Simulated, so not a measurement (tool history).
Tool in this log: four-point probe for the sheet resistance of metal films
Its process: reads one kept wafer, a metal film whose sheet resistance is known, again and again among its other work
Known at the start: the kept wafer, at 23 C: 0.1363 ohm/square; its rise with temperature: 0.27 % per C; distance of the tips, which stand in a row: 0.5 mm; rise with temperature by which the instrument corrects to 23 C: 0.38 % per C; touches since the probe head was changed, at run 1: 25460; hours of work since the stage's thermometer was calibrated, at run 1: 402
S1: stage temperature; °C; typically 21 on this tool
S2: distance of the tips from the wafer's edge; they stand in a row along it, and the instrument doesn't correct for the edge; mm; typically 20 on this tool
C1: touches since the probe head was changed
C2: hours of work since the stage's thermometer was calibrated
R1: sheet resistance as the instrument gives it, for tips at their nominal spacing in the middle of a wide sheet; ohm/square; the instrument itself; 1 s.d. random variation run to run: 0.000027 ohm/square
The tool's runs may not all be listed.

run 1 hour=0 | S1=21 S2=20 | C1=25460 C2=402 | R1=0.136504
run 2 hour=64.9 | S1=21 S2=20 | C1=26558 C2=447 | R1=0.136501
run 3 hour=122.6 | S1=21 S2=20 | C1=27534 C2=488 | R1=0.13651
run 4 hour=187.1 | S1=21 S2=20 | C1=28625 C2=533 | R1=0.136552
run 5 hour=235.4 | S1=21 S2=20 | C1=29441 C2=566 | R1=0.136572
run 6 hour=299.1 | S1=21 S2=20 | C1=30520 C2=611 | R1=0.13659
run 7 hour=346.7 | S1=21 S2=20 | C1=31325 C2=644 | R1=0.136544
run 8 hour=398.7 | S1=21 S2=20 | C1=32204 C2=680 | R1=0.13657
run 9 hour=456.8 | S1=21 S2=70 | C1=33187 C2=721 | R1=0.136574
run 10 hour=499.3 | S1=21 S2=70 | C1=33906 C2=751 | R1=0.136532
run 11 hour=535 | S1=21 S2=70 | C1=34510 C2=776 | R1=0.136558
run 12 hour=578.4 | S1=19 S2=70 | C1=35244 C2=806 | R1=0.136875
run 13 hour=615 | S1=30 S2=20 | C1=35863 C2=831 | R1=0.135265
run 14 hour=683.4 | S1=33 S2=20 | C1=37019 C2=879 | R1=0.13487
run 15 hour=727.7 | S1=34 S2=20 | C1=37768 C2=910 | R1=0.134746
run 16 hour=793.4 | S1=34 S2=20 | C1=38880 C2=956 | R1=0.134751
run 17 hour=843.4 | S1=34 S2=20 | C1=39726 C2=991 | R1=0.13472
run 18 hour=884.4 | S1=34 S2=20 | C1=40419 C2=1020 | R1=0.134771
run 19 hour=926.9 | S1=34 S2=20 | C1=41139 C2=1049 | R1=0.134818
run 20 hour=993 | S1=18 S2=12 | C1=42256 C2=1095 | R1=0.137201
run 21 hour=1036.7 | S1=18 S2=22 | C1=42996 C2=1126 | R1=0.13715
run 22 hour=1096 | S1=18 S2=22 | C1=43999 C2=1167 | R1=0.137134
run 23 hour=1154.8 | S1=23 S2=68 | C1=44992 C2=1208 | R1=0.136374
run 24 hour=1191.1 | S1=28 S2=52 | C1=45607 C2=1234 | R1=0.1356
run 25 hour=1228.9 | S1=28 S2=52 | C1=46247 C2=1260 | R1=0.135556
run 26 hour=1278.5 | S1=28 S2=52 | C1=47086 C2=1295 | R1=0.135607
run 27 hour=1342.7 | S1=27 S2=8 | C1=48171 C2=1340 | R1=0.13605
run 28 hour=1387.8 | S1=27 S2=8 | C1=48934 C2=1371 | R1=0.136074
run 29 hour=1447.3 | S1=22 S2=62 | C1=49940 C2=1413 | R1=0.136571
run 30 hour=1512 | S1=21 S2=36 | C1=51034 C2=1458 | R1=0.136736
run 31 hour=1561.4 | S1=19 S2=14 | C1=51871 C2=1493 | R1=0.137172
run 32 hour=1625.7 | S1=21 S2=36 | C1=52958 C2=1537 | R1=0.136767
run 33 hour=1655.2 | S1=25 S2=5 | C1=53457 C2=1558 | R1=0.136879
run 34 hour=1719.9 | S1=25 S2=44 | C1=54552 C2=1603 | R1=0.136134
run 35 hour=1762 | S1=25 S2=44 | C1=55263 C2=1633 | R1=0.13612
run 36 hour=1811.2 | S1=19 S2=20 | C1=56095 C2=1667 | R1=0.137104

Hidden state or all else? Some run-to-run changes of R1, split into what the settings, what came in and random variation would give without the hidden state, and what is left for the hidden state (with any gauge scatter that isn't in both results):
Hidden state at play: inner tips' distance over the nominal, %; tips' flats over new ones', %; wafer's true temperature over the reading, C; drift of the gauge itself on sheet_ohm, %.
Run 3 -> 4: no setting changed, nothing entered. R1 +0.000042 ohm/square: hidden state +0.000011, all else +0.000031.
Run 12 -> 13: S1 19 -> 30, S2 70 -> 20. R1 -0.00161 ohm/square: hidden state +0.000003, all else -0.001613.
Run 19 -> 20: S1 34 -> 18, S2 20 -> 12. R1 +0.002383 ohm/square: hidden state +0.000017, all else +0.002366.
Run 28 -> 29: S1 27 -> 22, S2 8 -> 62. R1 +0.000497 ohm/square: hidden state +0.000011, all else +0.000486.
Run 35 -> 36: S1 25 -> 19, S2 44 -> 20. R1 +0.000984 ohm/square: hidden state +0.000011, all else +0.000973.
